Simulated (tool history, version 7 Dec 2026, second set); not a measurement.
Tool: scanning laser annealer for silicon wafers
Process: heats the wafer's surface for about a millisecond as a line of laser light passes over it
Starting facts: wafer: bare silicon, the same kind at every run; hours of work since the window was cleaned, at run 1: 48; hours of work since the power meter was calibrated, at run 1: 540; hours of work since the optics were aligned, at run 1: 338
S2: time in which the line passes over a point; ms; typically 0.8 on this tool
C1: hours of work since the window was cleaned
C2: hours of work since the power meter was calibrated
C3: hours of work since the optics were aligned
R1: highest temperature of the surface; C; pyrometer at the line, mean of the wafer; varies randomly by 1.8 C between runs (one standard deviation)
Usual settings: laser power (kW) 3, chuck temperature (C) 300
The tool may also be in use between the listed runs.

run 1 day=0 | laser_power_(kW)=3 S2=0.8 chuck_temperature_(C)=300 | C1=48 C2=540 C3=338 | R1=1050
run 2 day=0.529 | laser_power_(kW)=3 S2=0.8 chuck_temperature_(C)=300 | C1=56 C2=548 C3=346 | R1=1050
run 3 day=1.183 | laser_power_(kW)=3 S2=0.8 chuck_temperature_(C)=263 | C1=65 C2=557 C3=355 | R1=1012
run 4 day=1.975 | laser_power_(kW)=2.574 S2=0.8 chuck_temperature_(C)=300 | C1=76 C2=568 C3=366 | R1=927
run 5 day=2.746 | laser_power_(kW)=3 S2=0.861 chuck_temperature_(C)=300 | C1=87 C2=579 C3=377 | R1=1087
run 6 day=3.342 | laser_power_(kW)=3.115 S2=0.8 chuck_temperature_(C)=300 | C1=95 C2=587 C3=385 | R1=1089
run 7 day=4.104 | laser_power_(kW)=3.115 S2=0.8 chuck_temperature_(C)=300 | C1=106 C2=598 C3=396 | R1=1082
run 8 day=4.638 | laser_power_(kW)=3.115 S2=0.8 chuck_temperature_(C)=300 | C1=113 C2=605 C3=403 | R1=1083
run 9 day=5.354 | laser_power_(kW)=3.115 S2=0.8 chuck_temperature_(C)=300 | C1=123 C2=615 C3=413 | R1=1088
run 10 day=5.925 | laser_power_(kW)=3.115 S2=0.8 chuck_temperature_(C)=300 | C1=131 C2=623 C3=421 | R1=1082
run 11 day=6.746 | laser_power_(kW)=3.115 S2=0.867 chuck_temperature_(C)=300 | C1=143 C2=635 C3=433 | R1=1125
run 12 day=7.692 | laser_power_(kW)=2.984 S2=0.8 chuck_temperature_(C)=300 | C1=156 C2=648 C3=446 | R1=1046
run 13 day=8.179 | laser_power_(kW)=3 S2=0.8 chuck_temperature_(C)=326 | C1=163 C2=655 C3=453 | R1=1074
run 14 day=9.012 | laser_power_(kW)=3 S2=0.8 chuck_temperature_(C)=326 | C1=175 C2=667 C3=465 | R1=1080
run 15 day=10.046 | laser_power_(kW)=3 S2=0.8 chuck_temperature_(C)=326 | C1=189 C2=681 C3=479 | R1=1078
run 16 day=10.567 | laser_power_(kW)=3 S2=0.8 chuck_temperature_(C)=326 | C1=197 C2=688 C3=487 | R1=1076
run 17 day=11.171 | laser_power_(kW)=3 S2=0.8 chuck_temperature_(C)=300 | C1=205 C2=697 C3=495 | R1=1053
run 18 day=11.629 | laser_power_(kW)=3 S2=0.8 chuck_temperature_(C)=300 | C1=212 C2=703 C3=502 | R1=1053
run 19 day=12.583 | laser_power_(kW)=3 S2=0.8 chuck_temperature_(C)=300 | C1=225 C2=717 C3=515 | R1=1051
run 20 day=13.554 | laser_power_(kW)=3 S2=0.8 chuck_temperature_(C)=300 | C1=239 C2=730 C3=529 | R1=1050
run 21 day=14.583 | laser_power_(kW)=3 S2=0.813 chuck_temperature_(C)=300 | C1=253 C2=745 C3=543 | R1=1059
run 22 day=15.358 | laser_power_(kW)=2.824 S2=0.813 chuck_temperature_(C)=306 | C1=264 C2=756 C3=554 | R1=1011
run 23 day=16.329 | laser_power_(kW)=3.14 S2=0.646 chuck_temperature_(C)=300 | C1=278 C2=769 C3=567 | R1=999
run 24 day=17.075 | laser_power_(kW)=3.14 S2=0.646 chuck_temperature_(C)=337 | C1=288 C2=780 C3=578 | R1=1036
run 25 day=17.738 | laser_power_(kW)=3.14 S2=0.646 chuck_temperature_(C)=337 | C1=297 C2=789 C3=587 | R1=1038
run 26 day=18.633 | laser_power_(kW)=3.14 S2=0.646 chuck_temperature_(C)=337 | C1=310 C2=802 C3=600 | R1=1036
run 27 day=19.2 | laser_power_(kW)=2.555 S2=0.8 chuck_temperature_(C)=300 | C1=318 C2=809 C3=608 | R1=921
run 28 day=19.729 | laser_power_(kW)=2.74 S2=0.783 chuck_temperature_(C)=296 | C1=325 C2=817 C3=615 | R1=959
run 29 day=20.162 | laser_power_(kW)=2.566 S2=0.783 chuck_temperature_(C)=340 | C1=331 C2=823 C3=621 | R1=957
run 30 day=20.704 | laser_power_(kW)=3 S2=0.636 chuck_temperature_(C)=327 | C1=339 C2=831 C3=629 | R1=981
run 31 day=21.183 | laser_power_(kW)=3.221 S2=0.836 chuck_temperature_(C)=300 | C1=346 C2=837 C3=636 | R1=1140
-- day=21.442 window over the wafer cleaned
run 32 day=21.762 | laser_power_(kW)=3.014 S2=0.727 chuck_temperature_(C)=340 | C1=4 C2=844 C3=643 | R1=1054
run 33 day=22.312 | laser_power_(kW)=2.653 S2=0.8 chuck_temperature_(C)=305 | C1=12 C2=852 C3=650 | R1=954
run 34 day=23.046 | laser_power_(kW)=2.653 S2=0.8 chuck_temperature_(C)=305 | C1=23 C2=862 C3=661 | R1=953
run 35 day=23.612 | laser_power_(kW)=2.786 S2=0.81 chuck_temperature_(C)=266 | C1=30 C2=870 C3=668 | R1=957
run 36 day=24.642 | laser_power_(kW)=2.786 S2=0.81 chuck_temperature_(C)=282 | C1=45 C2=885 C3=683 | R1=975
run 37 day=25.083 | laser_power_(kW)=2.774 S2=0.81 chuck_temperature_(C)=282 | C1=51 C2=891 C3=689 | R1=972
run 38 day=25.629 | laser_power_(kW)=2.774 S2=0.81 chuck_temperature_(C)=282 | C1=59 C2=899 C3=697 | R1=968
run 39 day=26.404 | laser_power_(kW)=2.774 S2=0.81 chuck_temperature_(C)=282 | C1=70 C2=909 C3=708 | R1=971
run 40 day=27.371 | laser_power_(kW)=3.263 S2=0.645 chuck_temperature_(C)=300 | C1=83 C2=923 C3=721 | R1=1033

Consider 3 possible next runs. They are alternatives, not a sequence: every one starts from the tool as it was left by run 40. What does each give?
run A day=27.9 | laser_power_(kW)=2.575 S2=0.981 chuck_temperature_(C)=270 | C1=91 C2=930 C3=729 | R1=?
run B day=27.9 | laser_power_(kW)=3 S2=0.8 chuck_temperature_(C)=315 | C1=91 C2=930 C3=729 | R1=?
run C day=27.9 | laser_power_(kW)=3.258 S2=0.677 chuck_temperature_(C)=300 | C1=91 C2=930 C3=729 | R1=?

run=A R1=977
run=B R1=1070
run=C R1=1052
With the hidden condition removed and each run's random variation left untouched, the same runs would have given:
run=A R1=977
run=B R1=1071
run=C R1=1053
